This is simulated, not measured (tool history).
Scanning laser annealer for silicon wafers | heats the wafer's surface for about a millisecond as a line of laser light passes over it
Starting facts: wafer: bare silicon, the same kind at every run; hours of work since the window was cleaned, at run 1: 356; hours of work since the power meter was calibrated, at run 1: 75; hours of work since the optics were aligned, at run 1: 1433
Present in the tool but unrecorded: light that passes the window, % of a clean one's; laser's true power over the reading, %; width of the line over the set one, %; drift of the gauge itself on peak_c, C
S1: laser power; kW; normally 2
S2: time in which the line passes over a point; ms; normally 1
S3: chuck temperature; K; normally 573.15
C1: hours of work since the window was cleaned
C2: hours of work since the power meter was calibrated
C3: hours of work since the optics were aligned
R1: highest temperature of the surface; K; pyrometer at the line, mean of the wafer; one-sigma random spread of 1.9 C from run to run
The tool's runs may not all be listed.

run 1 hour=0 | S1=2 S2=1 S3=573.15 | C1=356 C2=75 C3=1433 | R1=1386.15
run 2 hour=8 | S1=2 S2=0.83 S3=573.15 | C1=362 C2=81 C3=1439 | R1=1320.15
run 3 hour=14.8 | S1=2 S2=0.83 S3=573.15 | C1=367 C2=86 C3=1444 | R1=1325.15
run 4 hour=20.1 | S1=1.852 S2=0.83 S3=573.15 | C1=371 C2=90 C3=1448 | R1=1268.15
run 5 hour=29.7 | S1=1.852 S2=0.83 S3=573.15 | C1=378 C2=97 C3=1455 | R1=1267.15
run 6 hour=37.7 | S1=2 S2=1 S3=573.15 | C1=383 C2=103 C3=1461 | R1=1382.15
run 7 hour=48.5 | S1=2 S2=1 S3=573.15 | C1=391 C2=110 C3=1469 | R1=1389.15
run 8 hour=59.2 | S1=2 S2=1 S3=575.15 | C1=399 C2=118 C3=1476 | R1=1385.15
run 9 hour=64.9 | S1=2 S2=1 S3=573.15 | C1=403 C2=122 C3=1480 | R1=1386.15
run 10 hour=75.5 | S1=2 S2=1 S3=573.15 | C1=411 C2=130 C3=1488 | R1=1385.15
-- hour=78.3 window over the wafer cleaned
run 11 hour=89.3 | S1=2 S2=1 S3=571.15 | C1=8 C2=139 C3=1497 | R1=1386.15
run 12 hour=97.8 | S1=2 S2=1 S3=584.15 | C1=14 C2=145 C3=1503 | R1=1396.15
run 13 hour=109.4 | S1=2 S2=1 S3=584.15 | C1=23 C2=153 C3=1511 | R1=1397.15
run 14 hour=115.5 | S1=2 S2=1 S3=584.15 | C1=27 C2=158 C3=1516 | R1=1397.15
run 15 hour=125.2 | S1=2 S2=1 S3=584.15 | C1=34 C2=165 C3=1523 | R1=1396.15
run 16 hour=130.8 | S1=2 S2=1.09 S3=573.15 | C1=38 C2=169 C3=1527 | R1=1417.15
run 17 hour=136.2 | S1=1.968 S2=1 S3=573.15 | C1=42 C2=173 C3=1531 | R1=1374.15
run 18 hour=144.5 | S1=2 S2=1 S3=573.15 | C1=48 C2=179 C3=1537 | R1=1385.15
run 19 hour=151.8 | S1=1.717 S2=1 S3=573.15 | C1=53 C2=184 C3=1542 | R1=1272.15
run 20 hour=163.4 | S1=1.717 S2=1 S3=573.15 | C1=62 C2=192 C3=1551 | R1=1272.15
run 21 hour=171.9 | S1=1.717 S2=1 S3=573.15 | C1=68 C2=199 C3=1557 | R1=1268.15
run 22 hour=176.8 | S1=1.717 S2=1.05 S3=573.15 | C1=72 C2=202 C3=1560 | R1=1286.15
run 23 hour=188.4 | S1=2.013 S2=0.95 S3=573.15 | C1=80 C2=211 C3=1569 | R1=1376.15
run 24 hour=195.5 | S1=2.013 S2=0.95 S3=573.15 | C1=85 C2=216 C3=1574 | R1=1371.15
run 25 hour=204.7 | S1=2.199 S2=0.71 S3=603.15 | C1=92 C2=222 C3=1581 | R1=1378.15
run 26 hour=212.9 | S1=2 S2=1 S3=549.15 | C1=98 C2=228 C3=1587 | R1=1360.15
run 27 hour=221.1 | S1=2 S2=1 S3=549.15 | C1=104 C2=234 C3=1593 | R1=1360.15
run 28 hour=231.9 | S1=1.945 S2=0.98 S3=556.15 | C1=112 C2=242 C3=1600 | R1=1337.15
run 29 hour=241.9 | S1=1.725 S2=1.18 S3=573.15 | C1=119 C2=249 C3=1608 | R1=1330.15
run 30 hour=251.4 | S1=1.782 S2=1.18 S3=573.15 | C1=126 C2=256 C3=1615 | R1=1347.15
run 31 hour=257.7 | S1=1.782 S2=1.18 S3=573.15 | C1=130 C2=261 C3=1619 | R1=1351.15
run 32 hour=268.7 | S1=1.782 S2=1.18 S3=573.15 | C1=138 C2=269 C3=1627 | R1=1351.15
run 33 hour=278.9 | S1=1.782 S2=1.18 S3=573.15 | C1=146 C2=276 C3=1634 | R1=1354.15
run 34 hour=289.9 | S1=1.743 S2=1.19 S3=539.15 | C1=154 C2=284 C3=1642 | R1=1304.15
run 35 hour=296.5 | S1=2.001 S2=1.19 S3=557.15 | C1=158 C2=289 C3=1647 | R1=1437.15
run 36 hour=304.3 | S1=2.001 S2=1.19 S3=557.15 | C1=164 C2=295 C3=1653 | R1=1435.15
run 37 hour=309.8 | S1=2.153 S2=1 S3=538.15 | C1=168 C2=299 C3=1657 | R1=1415.15
run 38 hour=318.9 | S1=2.153 S2=1 S3=538.15 | C1=175 C2=305 C3=1664 | R1=1411.15
run 39 hour=326.4 | S1=1.714 S2=0.71 S3=539.15 | C1=180 C2=311 C3=1669 | R1=1141.15
run 40 hour=338.1 | S1=1.714 S2=0.71 S3=539.15 | C1=189 C2=319 C3=1677 | R1=1140.15

Each row is a separate what-if for the run after 40, all from the same tool condition, not one after another. Results?
run A hour=346 | S1=1.858 S2=0.92 S3=604.15 | C1=194 C2=325 C3=1683 | R1=?
run B hour=346 | S1=1.714 S2=1.12 S3=538.15 | C1=194 C2=325 C3=1683 | R1=?
run C hour=346 | S1=2.19 S2=0.74 S3=537.15 | C1=194 C2=325 C3=1683 | R1=?
run D hour=346 | S1=2.011 S2=1.06 S3=596.15 | C1=194 C2=325 C3=1683 | R1=?

run=A R1=1332.15
run=B R1=1268.15
run=C R1=1320.15
run=D R1=1432.15
Without the tool's hidden state the same runs would have given:
run=A R1=1333.15
run=B R1=1270.15
run=C R1=1322.15
run=D R1=1434.15

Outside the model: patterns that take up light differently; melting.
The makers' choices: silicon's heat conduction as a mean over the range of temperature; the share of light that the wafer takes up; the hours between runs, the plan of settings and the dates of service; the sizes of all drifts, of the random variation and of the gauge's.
